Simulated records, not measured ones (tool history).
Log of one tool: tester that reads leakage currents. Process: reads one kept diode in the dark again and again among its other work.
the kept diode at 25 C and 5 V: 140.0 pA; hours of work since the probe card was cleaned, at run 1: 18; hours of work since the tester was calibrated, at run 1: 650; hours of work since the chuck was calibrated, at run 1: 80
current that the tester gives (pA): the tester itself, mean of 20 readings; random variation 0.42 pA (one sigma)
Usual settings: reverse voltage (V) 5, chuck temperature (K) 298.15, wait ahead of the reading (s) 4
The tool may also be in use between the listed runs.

run     day  reverse voltage (V)  chuck temperature (K)  wait ahead of the reading (s)  hours of work since the probe card was cleaned  hours of work since the tester was calibrated  hours of work since the chuck was calibrated  current that the tester gives (pA)
  1       0                    5                 298.15                              4                                              18                                            650                                            80                              144.58
  2   1.458                    5                 298.15                              4                                              38                                            670                                           100                               144.5
  3   3.021                    5                 298.15                              4                                              58                                            690                                           121                               145.1
  4   4.362                    5                 298.15                              4                                              76                                            708                                           138                              144.64
  5   6.275                 1.11                 298.15                              4                                             102                                            734                                           164                                73.8
  6   7.412                    5                 298.15                              4                                             117                                            749                                           179                              145.64
  7     8.5                    5                 298.15                              4                                             131                                            763                                           193                              147.09
      8.758  -- chuck's temperature calibrated
  8   9.696                    5                 298.15                              4                                             146                                            778                                            12                              148.52
  9   11.15                10.95                 333.15                           4.63                                             165                                            797                                            32                             2241.21
 10  12.412                 9.24                 318.15                              4                                             182                                            814                                            49                              804.22
       13.4  -- chuck's temperature calibrated, once more
 11  14.304                    5                 319.15                           4.18                                             206                                            838                                            12                              624.64
 12  15.496                    5                 319.15                           1.89                                             222                                            854                                            28                              627.28
 13  16.517                    5                 319.15                           7.48                                             236                                            867                                            41                              625.08
 14  17.867                11.04                 301.15                            5.6                                             254                                            885                                            59                              255.86
 15  19.054                 1.31                 298.15                              4                                             269                                            901                                            75                               77.85

Forecast each of these 3 alternatives for the next run:
  A  20.304                 6.14                 309.15                           0.71                                             286                                            918                                            92                                   ?
  B  20.304                 1.31                 322.15                           0.44                                             286                                            918                                            92                                   ?
  C  20.304                 8.06                 298.15                           0.88                                             286                                            918                                            92                                   ?

run  current that the tester gives (pA)
  A                              349.74
  B                              418.22
  C                               180.3
Without the tool's hidden state the same runs would have given:
run  current that the tester gives (pA)
  A                              343.05
  B                              411.39
  C                              176.01
